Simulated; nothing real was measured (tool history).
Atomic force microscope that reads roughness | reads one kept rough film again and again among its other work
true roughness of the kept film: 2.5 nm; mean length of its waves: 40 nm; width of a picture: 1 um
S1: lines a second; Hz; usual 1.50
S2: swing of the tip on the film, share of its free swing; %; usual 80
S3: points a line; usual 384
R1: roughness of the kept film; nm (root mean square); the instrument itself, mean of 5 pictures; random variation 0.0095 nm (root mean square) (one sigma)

run	hour	S1	S2	S3	R1
1	0.0	1.50	80	384	1.843
2	5.9	1.50	65	384	1.927
3	10.8	1.50	65	384	1.944
4	15.5	1.50	65	384	1.909
5	20.9	1.50	80	384	1.815
6	25.8	1.50	80	887	1.817
7	34.7	1.50	80	887	1.800
8	41.7	1.50	80	887	1.794
9	49.6	3.79	80	384	1.568
10	56.4	1.26	80	384	1.807
11	61.9	1.26	80	384	1.796
12	69.2	1.26	80	384	1.777
13	75.5	1.26	80	384	1.788
14	84.6	1.26	80	384	1.771
15	90.4	1.50	80	384	1.710
# hour 91.4: new tip fitted
16	100.9	1.50	80	384	2.117
# hour 102.7: height scale calibrated on a step standard
17	107.7	1.50	80	384	2.095
18	117.2	1.50	80	486	2.089
19	127.3	1.50	80	486	2.061
20	135.5	1.50	80	384	2.055
21	145.3	1.50	80	384	2.027
# hour 151.0: height scale calibrated on a step standard, once more
22	151.2	1.32	80	338	2.045

The next listed run, before its measurement:
23	159.0	1.32	58	274	?

R1: 2.150 nm (root mean square)
Without the tool's hidden state the same run would have given R1 2.288 nm (root mean square).

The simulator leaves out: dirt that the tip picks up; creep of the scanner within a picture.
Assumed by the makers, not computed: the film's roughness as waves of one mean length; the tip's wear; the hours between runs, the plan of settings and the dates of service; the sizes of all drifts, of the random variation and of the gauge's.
